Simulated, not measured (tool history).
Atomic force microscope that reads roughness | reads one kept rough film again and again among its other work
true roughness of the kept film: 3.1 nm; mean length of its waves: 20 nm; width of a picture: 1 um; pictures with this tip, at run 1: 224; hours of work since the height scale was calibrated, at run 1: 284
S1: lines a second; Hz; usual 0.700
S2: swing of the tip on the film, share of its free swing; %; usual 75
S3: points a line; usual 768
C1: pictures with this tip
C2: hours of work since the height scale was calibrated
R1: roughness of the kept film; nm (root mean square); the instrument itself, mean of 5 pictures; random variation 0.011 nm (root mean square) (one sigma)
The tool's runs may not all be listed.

run,hour,S1,S2,S3,C1,C2,R1
1,0.0,0.700,75,768,224,284,2.315
2,12.8,0.700,75,768,244,293,2.311
3,27.5,0.700,75,768,267,304,2.298
4,37.2,0.742,75,768,283,310,2.273
5,51.0,0.700,75,768,304,320,2.267
6,60.5,0.700,75,768,319,327,2.237
7,73.2,0.700,75,768,339,335,2.213
8,83.9,0.700,75,768,355,343,2.223
# hour 87.1: new tip fitted
9,99.2,0.700,59,768,18,353,2.592
10,111.1,0.700,59,768,37,362,2.580
11,121.7,0.700,59,768,53,369,2.562
12,135.0,0.700,59,768,74,378,2.574
13,149.1,0.700,59,768,96,388,2.517
14,163.5,0.700,59,768,119,398,2.495
15,176.8,0.700,64,768,139,407,2.469
16,189.2,0.700,86,768,159,416,2.294
17,198.5,0.700,75,768,173,423,2.368
18,214.5,0.700,75,768,198,434,2.352
19,224.5,0.513,75,768,214,441,2.366
20,241.7,0.700,75,548,241,453,2.304
21,259.7,0.700,75,290,269,465,2.232
22,271.6,0.700,75,290,287,474,2.216
23,286.2,0.700,75,392,310,484,2.218
24,300.3,0.642,69,297,332,494,2.225
25,315.8,0.964,70,863,356,504,2.218
# hour 318.1: new tip fitted
26,332.6,2.169,58,912,23,516,2.493
27,351.6,2.169,58,912,52,529,2.469
28,368.0,2.169,72,646,78,540,2.268
29,384.0,0.772,72,768,103,552,2.430
30,394.8,3.830,75,768,120,559,1.975
31,411.3,3.830,75,768,145,571,1.952
32,430.3,0.602,83,782,175,584,2.331
33,442.2,0.675,75,768,194,592,2.328
34,459.8,1.409,65,313,221,604,2.228
35,475.1,1.409,65,313,245,615,2.223
36,491.9,1.302,72,962,271,627,2.218
37,502.3,0.535,63,768,287,634,2.325
38,515.1,0.706,86,623,307,643,2.153
39,525.2,2.233,64,618,323,650,2.150
40,539.6,3.278,75,768,346,660,1.856
# hour 549.3: new tip fitted
41,553.8,3.278,75,768,7,670,2.165
42,568.2,3.099,71,833,29,680,2.248
43,579.9,0.700,84,768,47,688,2.445
44,590.0,0.700,84,768,63,695,2.428
45,602.9,0.683,60,530,83,704,2.539

Forecast each of these 5 alternatives for the next run:
A,621.3,0.611,83,793,112,717,?
B,621.3,0.813,70,422,112,717,?
C,621.3,0.700,75,769,112,717,?
D,621.3,0.958,64,530,112,717,?
E,621.3,1.336,66,431,112,717,?

run,R1
A,2.391
B,2.425
C,2.452
D,2.476
E,2.406
Without the tool's hidden state the same runs would have given:
run,R1
A,2.490
B,2.525
C,2.553
D,2.578
E,2.505
